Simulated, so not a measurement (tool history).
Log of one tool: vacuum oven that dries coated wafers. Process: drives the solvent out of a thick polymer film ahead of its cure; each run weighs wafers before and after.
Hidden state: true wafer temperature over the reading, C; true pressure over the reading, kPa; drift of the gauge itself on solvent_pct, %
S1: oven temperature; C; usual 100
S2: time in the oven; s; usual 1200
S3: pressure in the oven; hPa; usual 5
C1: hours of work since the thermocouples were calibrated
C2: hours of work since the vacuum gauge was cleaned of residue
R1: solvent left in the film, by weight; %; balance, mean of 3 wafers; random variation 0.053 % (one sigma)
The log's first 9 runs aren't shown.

run 10 day=8.45 | S1=100 S2=1200 S3=4.03 | C1=846 C2=897 | R1=1.97
run 11 day=9.554 | S1=100 S2=1200 S3=4.03 | C1=864 C2=914 | R1=1.94
run 12 day=10.817 | S1=100 S2=1200 S3=4.03 | C1=884 C2=934 | R1=1.95
run 13 day=11.983 | S1=100 S2=1200 S3=4.03 | C1=902 C2=952 | R1=1.9
run 14 day=12.967 | S1=100 S2=1200 S3=4.03 | C1=917 C2=968 | R1=1.97
run 15 day=14.046 | S1=100 S2=1200 S3=5 | C1=934 C2=985 | R1=2.04
run 16 day=15.292 | S1=100 S2=1200 S3=5 | C1=954 C2=1004 | R1=2
run 17 day=16.717 | S1=100 S2=900 S3=5 | C1=976 C2=1026 | R1=3.12
run 18 day=17.35 | S1=100 S2=900 S3=5 | C1=986 C2=1036 | R1=3.23
run 19 day=18.162 | S1=100 S2=900 S3=5 | C1=999 C2=1049 | R1=3.29
run 20 day=19.521 | S1=100 S2=900 S3=5 | C1=1020 C2=1070 | R1=3.22
run 21 day=20.612 | S1=100 S2=900 S3=5 | C1=1037 C2=1088 | R1=3.19
run 22 day=21.583 | S1=100 S2=900 S3=5 | C1=1052 C2=1103 | R1=3.28
run 23 day=22.554 | S1=100 S2=900 S3=5 | C1=1067 C2=1118 | R1=3.24
run 24 day=24 | S1=114 S2=1680 S3=9.3 | C1=1090 C2=1141 | R1=0.5
run 25 day=25.429 | S1=87 S2=1740 S3=4.24 | C1=1112 C2=1163 | R1=4.82
run 26 day=26.804 | S1=93 S2=780 S3=7.36 | C1=1134 C2=1184 | R1=6.54
run 27 day=27.588 | S1=112 S2=900 S3=17.74 | C1=1146 C2=1197 | R1=1.2
run 28 day=28.788 | S1=113 S2=1200 S3=5 | C1=1165 C2=1216 | R1=0.4

The next listed run, before its measurement:
run 29 day=29.862 | S1=113 S2=1200 S3=5 | C1=1182 C2=1232 | R1=?

Run 29 gave R1 0.32 %.
Without the tool's hidden state the same run would have given R1 0.15 %.
